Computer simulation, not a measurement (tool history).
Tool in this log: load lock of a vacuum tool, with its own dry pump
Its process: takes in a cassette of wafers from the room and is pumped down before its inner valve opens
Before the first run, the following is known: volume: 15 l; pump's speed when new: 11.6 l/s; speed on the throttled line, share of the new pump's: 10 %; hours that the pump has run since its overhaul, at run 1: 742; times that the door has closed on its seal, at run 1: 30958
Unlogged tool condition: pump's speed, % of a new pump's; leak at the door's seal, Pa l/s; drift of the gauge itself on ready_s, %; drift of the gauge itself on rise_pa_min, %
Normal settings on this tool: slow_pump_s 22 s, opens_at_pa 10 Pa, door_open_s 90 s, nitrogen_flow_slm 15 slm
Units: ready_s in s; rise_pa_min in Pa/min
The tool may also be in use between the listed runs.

run,hour,slow_pump_s,opens_at_pa,door_open_s,nitrogen_flow_slm,hours that the pump has run since its overhaul,times that the door has closed on its seal,"incoming humidity of the room's air, %",ready_s,rise_pa_min
1,0.0,22,10,90,15,742,30958,48.4,31.6,0.439
2,39.1,22,10,90,15,782,31117,47.0,31.5,0.440
3,109.7,22,10,90,15,852,31404,45.8,31.9,0.450
4,178.5,22,10,90,15,921,31684,42.7,31.7,0.454
# hour 195.2: door's seal changed, seat wiped
5,271.9,22,10,105,15,1013,312,45.5,31.5,0.044
6,317.4,26,10,90,15,1058,497,44.8,35.3,0.046
7,401.4,22,10,90,26,1142,839,45.0,31.8,0.036
8,461.2,22,10,90,5,1202,1082,46.4,32.0,0.063
9,558.2,22,10,90,5,1299,1477,43.1,32.0,0.059
10,653.0,22,10,90,5,1394,1862,42.4,31.9,0.058
11,740.8,21,10,90,15,1482,2219,45.7,30.9,0.057
12,810.0,21,10,90,15,1551,2500,45.6,31.2,0.049
13,864.2,15,10,60,31,1605,2721,47.2,26.0,0.038
14,913.4,21,12,90,32,1654,2921,47.4,30.7,0.046
15,966.5,21,12,90,32,1707,3137,44.5,30.8,0.046
16,1013.1,21,12,171,32,1754,3327,45.8,30.8,0.054
17,1054.1,22,10,90,15,1795,3493,41.6,32.0,0.058
18,1140.4,22,16,59,15,1881,3844,44.8,31.2,0.052
19,1205.0,26,18,158,15,1946,4107,46.1,34.8,0.075

Alternative continuations, all from the tool just after run 19; predict every row:
A,1282.2,26,7,158,17,2023,4421,44.0,?,?
B,1282.2,33,18,28,15,2023,4421,46.8,?,?
C,1282.2,22,10,102,11,2023,4421,44.1,?,?
D,1282.2,26,18,54,15,2023,4421,45.5,?,?

run,ready_s,rise_pa_min
A,36.3,0.074
B,41.1,0.048
C,32.0,0.075
D,34.9,0.056
With the hidden condition removed and each run's random variation left untouched, the same runs would have given:
run,ready_s,rise_pa_min
A,36.1,0.047
B,40.9,0.022
C,31.8,0.049
D,34.7,0.030
